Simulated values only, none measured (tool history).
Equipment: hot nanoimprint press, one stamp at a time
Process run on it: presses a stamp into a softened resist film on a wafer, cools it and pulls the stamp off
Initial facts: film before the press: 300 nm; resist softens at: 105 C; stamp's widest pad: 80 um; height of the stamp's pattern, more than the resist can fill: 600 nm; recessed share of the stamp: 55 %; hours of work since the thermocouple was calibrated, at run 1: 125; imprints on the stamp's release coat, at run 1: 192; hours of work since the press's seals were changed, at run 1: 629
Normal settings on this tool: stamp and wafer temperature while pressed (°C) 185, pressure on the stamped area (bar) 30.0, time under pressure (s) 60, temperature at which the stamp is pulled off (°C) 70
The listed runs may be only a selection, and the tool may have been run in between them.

| run | hour | stamp and wafer temperature while pressed (°C) | pressure on the stamped area (bar) | time under pressure (s) | temperature at which the stamp is pulled off (°C) | hours of work since the thermocouple was calibrated | imprints on the stamp's release coat | hours of work since the press's seals were changed | resist left under the stamp's widest pad (Å) | greatest force while the stamp is pulled off (N) |
|---|---|---|---|---|---|---|---|---|---|---|
| 1 | 0.0 | 185 | 30.0 | 60 | 70 | 125 | 192 | 629 | 1463 | 216 |
| 2 | 69.2 | 185 | 30.0 | 60 | 70 | 155 | 408 | 658 | 1481 | 217 |
| 3 | 107.0 | 185 | 30.0 | 60 | 70 | 171 | 526 | 674 | 1487 | 223 |
| 4 | 166.4 | 185 | 30.0 | 60 | 70 | 196 | 711 | 700 | 1488 | 223 |
| 5 | 218.4 | 179 | 30.0 | 60 | 70 | 218 | 873 | 722 | 1738 | 224 |
| 6 | 286.8 | 185 | 30.0 | 60 | 58 | 247 | 1087 | 751 | 1484 | 238 |
|  | 332.2 | stamp cleaned and given a new release coat |
| 7 | 342.4 | 185 | 38.9 | 60 | 70 | 269 | 31 | 772 | 1342 | 208 |
| 8 | 386.2 | 185 | 22.4 | 60 | 70 | 287 | 168 | 791 | 1672 | 214 |
| 9 | 443.1 | 185 | 22.4 | 60 | 70 | 312 | 346 | 815 | 1682 | 219 |
|  | 454.6 | plate thermocouple calibrated |
| 10 | 478.1 | 185 | 22.4 | 60 | 70 | 10 | 445 | 829 | 1630 | 221 |
| 11 | 507.6 | 185 | 22.4 | 60 | 70 | 23 | 537 | 842 | 1625 | 220 |
| 12 | 569.8 | 185 | 29.5 | 60 | 70 | 49 | 731 | 868 | 1472 | 221 |
| 13 | 635.5 | 185 | 29.5 | 69 | 70 | 77 | 936 | 896 | 1410 | 221 |
| 14 | 694.8 | 185 | 29.5 | 90 | 70 | 102 | 1121 | 921 | 1275 | 223 |
|  | 726.7 | stamp cleaned and given a new release coat |
| 15 | 738.2 | 185 | 29.5 | 90 | 70 | 118 | 35 | 937 | 1270 | 211 |
| 16 | 775.6 | 185 | 29.5 | 90 | 70 | 134 | 152 | 953 | 1289 | 216 |
| 17 | 809.5 | 192 | 39.8 | 48 | 70 | 149 | 258 | 968 | 1201 | 220 |
| 18 | 879.0 | 192 | 39.8 | 48 | 70 | 178 | 474 | 997 | 1210 | 216 |
| 19 | 922.2 | 195 | 39.8 | 72 | 70 | 197 | 609 | 1016 | 934 | 221 |
| 20 | 953.0 | 195 | 39.8 | 72 | 70 | 210 | 705 | 1029 | 939 | 222 |
| 21 | 1021.5 | 195 | 39.8 | 72 | 70 | 239 | 919 | 1058 | 945 | 223 |
| 22 | 1058.8 | 195 | 37.5 | 44 | 70 | 255 | 1035 | 1074 | 1187 | 217 |
| 23 | 1111.0 | 182 | 45.1 | 52 | 55 | 277 | 1198 | 1096 | 1478 | 247 |
|  | 1121.7 | stamp cleaned and given a new release coat |
|  | 1156.0 | press's hydraulic seals changed and the load cell set to zero |
| 24 | 1183.1 | 192 | 32.6 | 110 | 70 | 302 | 167 | 12 | 913 | 211 |
|  | 1218.3 | plate thermocouple calibrated |
| 25 | 1237.1 | 192 | 32.6 | 59 | 70 | 8 | 326 | 33 | 1170 | 220 |
| 26 | 1283.8 | 192 | 38.0 | 59 | 64 | 28 | 472 | 53 | 1105 | 222 |
| 27 | 1320.1 | 192 | 38.0 | 59 | 64 | 43 | 585 | 69 | 1107 | 226 |
| 28 | 1379.4 | 192 | 41.1 | 41 | 78 | 69 | 770 | 94 | 1249 | 215 |
| 29 | 1439.7 | 192 | 24.0 | 40 | 61 | 94 | 958 | 120 | 1554 | 233 |
| 30 | 1483.9 | 192 | 24.0 | 40 | 61 | 113 | 1095 | 139 | 1554 | 234 |
| 31 | 1512.0 | 192 | 24.0 | 32 | 69 | 125 | 1183 | 151 | 1691 | 223 |

The same runs without the tool's hidden state, with the same run-to-run variation:
What the log doesn't record here: true temperature over the reading, C; pressure that arrives at the usual setting, %; grip of the stamp's worn release coat, % over a new coat's; drift of the gauge itself on residual_nm, %; drift of the gauge itself on pull_off_n, %.
| run | resist left under the stamp's widest pad (Å) | greatest force while the stamp is pulled off (N) |
|---|---|---|
| 1 | 1428 | 212 |
| 2 | 1441 | 211 |
| 3 | 1445 | 215 |
| 4 | 1442 | 212 |
| 5 | 1684 | 211 |
| 6 | 1431 | 221 |
| 7 | 1283 | 207 |
| 8 | 1614 | 210 |
| 9 | 1620 | 213 |
| 10 | 1618 | 215 |
| 11 | 1611 | 213 |
| 12 | 1450 | 211 |
| 13 | 1384 | 209 |
| 14 | 1246 | 208 |
| 15 | 1240 | 210 |
| 16 | 1256 | 214 |
| 17 | 1161 | 216 |
| 18 | 1167 | 209 |
| 19 | 896 | 212 |
| 20 | 900 | 212 |
| 21 | 902 | 210 |
| 22 | 1136 | 203 |
| 23 | 1407 | 229 |
| 24 | 888 | 208 |
| 25 | 1167 | 215 |
| 26 | 1099 | 215 |
| 27 | 1099 | 218 |
| 28 | 1238 | 205 |
| 29 | 1539 | 219 |
| 30 | 1536 | 218 |
| 31 | 1672 | 207 |

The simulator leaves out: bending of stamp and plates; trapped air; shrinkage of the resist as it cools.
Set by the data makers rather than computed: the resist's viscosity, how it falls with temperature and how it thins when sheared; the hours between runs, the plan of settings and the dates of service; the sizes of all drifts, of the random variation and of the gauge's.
